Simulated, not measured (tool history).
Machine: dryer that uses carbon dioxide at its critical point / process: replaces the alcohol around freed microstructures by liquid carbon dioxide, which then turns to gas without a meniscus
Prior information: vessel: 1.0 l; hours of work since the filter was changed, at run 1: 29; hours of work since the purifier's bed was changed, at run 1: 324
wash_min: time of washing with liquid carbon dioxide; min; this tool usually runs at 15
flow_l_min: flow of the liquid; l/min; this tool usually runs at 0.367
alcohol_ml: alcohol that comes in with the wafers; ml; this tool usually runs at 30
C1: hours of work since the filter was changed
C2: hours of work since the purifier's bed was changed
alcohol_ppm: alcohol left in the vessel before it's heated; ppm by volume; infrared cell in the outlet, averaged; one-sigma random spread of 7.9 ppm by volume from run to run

run 1 hour=0.0 | wash_min=15 flow_l_min=0.367 alcohol_ml=30 | C1=29 C2=324 | alcohol_ppm=468
run 2 hour=20.9 | wash_min=15 flow_l_min=0.367 alcohol_ml=25 | C1=36 C2=330 | alcohol_ppm=396
run 3 hour=48.1 | wash_min=15 flow_l_min=0.367 alcohol_ml=25 | C1=44 C2=339 | alcohol_ppm=393
run 4 hour=73.1 | wash_min=15 flow_l_min=0.286 alcohol_ml=30 | C1=52 C2=347 | alcohol_ppm=1106
run 5 hour=104.0 | wash_min=15 flow_l_min=0.286 alcohol_ml=30 | C1=62 C2=357 | alcohol_ppm=1174
run 6 hour=122.1 | wash_min=15 flow_l_min=0.286 alcohol_ml=30 | C1=67 C2=362 | alcohol_ppm=1169
run 7 hour=149.4 | wash_min=22 flow_l_min=0.367 alcohol_ml=30 | C1=76 C2=371 | alcohol_ppm=110
run 8 hour=167.5 | wash_min=10 flow_l_min=0.367 alcohol_ml=30 | C1=82 C2=377 | alcohol_ppm=1867
run 9 hour=194.8 | wash_min=10 flow_l_min=0.367 alcohol_ml=30 | C1=90 C2=385 | alcohol_ppm=1898
run 10 hour=217.2 | wash_min=10 flow_l_min=0.367 alcohol_ml=30 | C1=97 C2=392 | alcohol_ppm=1855
run 11 hour=248.8 | wash_min=15 flow_l_min=0.326 alcohol_ml=30 | C1=107 C2=402 | alcohol_ppm=777
run 12 hour=262.9 | wash_min=15 flow_l_min=0.595 alcohol_ml=30 | C1=112 C2=407 | alcohol_ppm=95
run 13 hour=280.9 | wash_min=15 flow_l_min=0.595 alcohol_ml=69 | C1=118 C2=412 | alcohol_ppm=140
run 14 hour=309.1 | wash_min=15 flow_l_min=0.595 alcohol_ml=69 | C1=126 C2=421 | alcohol_ppm=132
run 15 hour=335.3 | wash_min=15 flow_l_min=0.595 alcohol_ml=69 | C1=135 C2=429 | alcohol_ppm=141
run 16 hour=350.8 | wash_min=15 flow_l_min=0.595 alcohol_ml=69 | C1=140 C2=434 | alcohol_ppm=157
run 17 hour=383.6 | wash_min=15 flow_l_min=0.595 alcohol_ml=69 | C1=150 C2=445 | alcohol_ppm=150
run 18 hour=409.7 | wash_min=15 flow_l_min=0.595 alcohol_ml=69 | C1=158 C2=453 | alcohol_ppm=154
run 19 hour=436.4 | wash_min=15 flow_l_min=0.595 alcohol_ml=69 | C1=167 C2=461 | alcohol_ppm=155
run 20 hour=467.9 | wash_min=15 flow_l_min=0.367 alcohol_ml=30 | C1=176 C2=471 | alcohol_ppm=549
run 21 hour=498.1 | wash_min=9 flow_l_min=0.367 alcohol_ml=30 | C1=186 C2=481 | alcohol_ppm=2637
run 22 hour=512.4 | wash_min=15 flow_l_min=0.367 alcohol_ml=30 | C1=190 C2=485 | alcohol_ppm=563
run 23 hour=528.6 | wash_min=15 flow_l_min=0.367 alcohol_ml=35 | C1=196 C2=490 | alcohol_ppm=638
run 24 hour=545.3 | wash_min=15 flow_l_min=0.367 alcohol_ml=53 | C1=201 C2=496 | alcohol_ppm=956
run 25 hour=560.2 | wash_min=15 flow_l_min=0.342 alcohol_ml=32 | C1=206 C2=500 | alcohol_ppm=761
run 26 hour=573.5 | wash_min=23 flow_l_min=0.547 alcohol_ml=30 | C1=210 C2=505 | alcohol_ppm=72
run 27 hour=604.7 | wash_min=17 flow_l_min=0.386 alcohol_ml=21 | C1=220 C2=514 | alcohol_ppm=242
run 28 hour=622.4 | wash_min=13 flow_l_min=0.386 alcohol_ml=21 | C1=225 C2=520 | alcohol_ppm=582
run 29 hour=646.2 | wash_min=19 flow_l_min=0.386 alcohol_ml=21 | C1=233 C2=527 | alcohol_ppm=173
run 30 hour=661.9 | wash_min=10 flow_l_min=0.477 alcohol_ml=60 | C1=238 C2=532 | alcohol_ppm=1868
run 31 hour=680.5 | wash_min=10 flow_l_min=0.585 alcohol_ml=38 | C1=243 C2=538 | alcohol_ppm=609
run 32 hour=700.2 | wash_min=17 flow_l_min=0.568 alcohol_ml=22 | C1=250 C2=545 | alcohol_ppm=98
run 33 hour=723.3 | wash_min=9 flow_l_min=0.367 alcohol_ml=52 | C1=257 C2=552 | alcohol_ppm=4818
run 34 hour=752.0 | wash_min=18 flow_l_min=0.341 alcohol_ml=61 | C1=266 C2=561 | alcohol_ppm=768
run 35 hour=777.7 | wash_min=18 flow_l_min=0.367 alcohol_ml=30 | C1=274 C2=569 | alcohol_ppm=332
run 36 hour=792.8 | wash_min=18 flow_l_min=0.367 alcohol_ml=30 | C1=279 C2=574 | alcohol_ppm=329
run 37 hour=815.4 | wash_min=18 flow_l_min=0.602 alcohol_ml=74 | C1=286 C2=581 | alcohol_ppm=112
run 38 hour=847.9 | wash_min=18 flow_l_min=0.602 alcohol_ml=74 | C1=296 C2=591 | alcohol_ppm=117
run 39 hour=869.3 | wash_min=19 flow_l_min=0.426 alcohol_ml=36 | C1=303 C2=598 | alcohol_ppm=193
run 40 hour=889.1 | wash_min=19 flow_l_min=0.426 alcohol_ml=94 | C1=309 C2=604 | alcohol_ppm=364
run 41 hour=912.9 | wash_min=19 flow_l_min=0.426 alcohol_ml=94 | C1=317 C2=612 | alcohol_ppm=360
run 42 hour=942.2 | wash_min=10 flow_l_min=0.365 alcohol_ml=37 | C1=326 C2=621 | alcohol_ppm=2739
run 43 hour=966.8 | wash_min=13 flow_l_min=0.546 alcohol_ml=21 | C1=334 C2=629 | alcohol_ppm=231
run 44 hour=980.6 | wash_min=19 flow_l_min=0.350 alcohol_ml=30 | C1=338 C2=633 | alcohol_ppm=361
run 45 hour=1001.2 | wash_min=21 flow_l_min=0.391 alcohol_ml=65 | C1=345 C2=639 | alcohol_ppm=270

Measured result minus the same run's result without the hidden state. Both carry the same run-to-run variation, though not necessarily the same gauge scatter:
The tool's hidden condition here consists of: flow that reaches the vessel past the clogged filter, %; alcohol in the recycled carbon dioxide, ppm; drift of the gauge itself on alcohol_ppm, %.
run=1 alcohol_ppm=+63
run=2 alcohol_ppm=+63
run=3 alcohol_ppm=+67
run=4 alcohol_ppm=+102
run=5 alcohol_ppm=+118
run=6 alcohol_ppm=+123
run=7 alcohol_ppm=+60
run=8 alcohol_ppm=+171
run=9 alcohol_ppm=+183
run=10 alcohol_ppm=+189
run=11 alcohol_ppm=+134
run=12 alcohol_ppm=+63
run=13 alcohol_ppm=+72
run=14 alcohol_ppm=+77
run=15 alcohol_ppm=+79
run=16 alcohol_ppm=+83
run=17 alcohol_ppm=+83
run=18 alcohol_ppm=+86
run=19 alcohol_ppm=+90
run=20 alcohol_ppm=+153
run=21 alcohol_ppm=+372
run=22 alcohol_ppm=+161
run=23 alcohol_ppm=+179
run=24 alcohol_ppm=+247
run=25 alcohol_ppm=+204
run=26 alcohol_ppm=+72
run=27 alcohol_ppm=+114
run=28 alcohol_ppm=+176
run=29 alcohol_ppm=+102
run=30 alcohol_ppm=+440
run=31 alcohol_ppm=+207
run=32 alcohol_ppm=+83
run=33 alcohol_ppm=+827
run=34 alcohol_ppm=+273
run=35 alcohol_ppm=+155
run=36 alcohol_ppm=+157
run=37 alcohol_ppm=+94
run=38 alcohol_ppm=+95
run=39 alcohol_ppm=+127
run=40 alcohol_ppm=+197
run=41 alcohol_ppm=+199
run=42 alcohol_ppm=+650
run=43 alcohol_ppm=+141
run=44 alcohol_ppm=+188
run=45 alcohol_ppm=+169

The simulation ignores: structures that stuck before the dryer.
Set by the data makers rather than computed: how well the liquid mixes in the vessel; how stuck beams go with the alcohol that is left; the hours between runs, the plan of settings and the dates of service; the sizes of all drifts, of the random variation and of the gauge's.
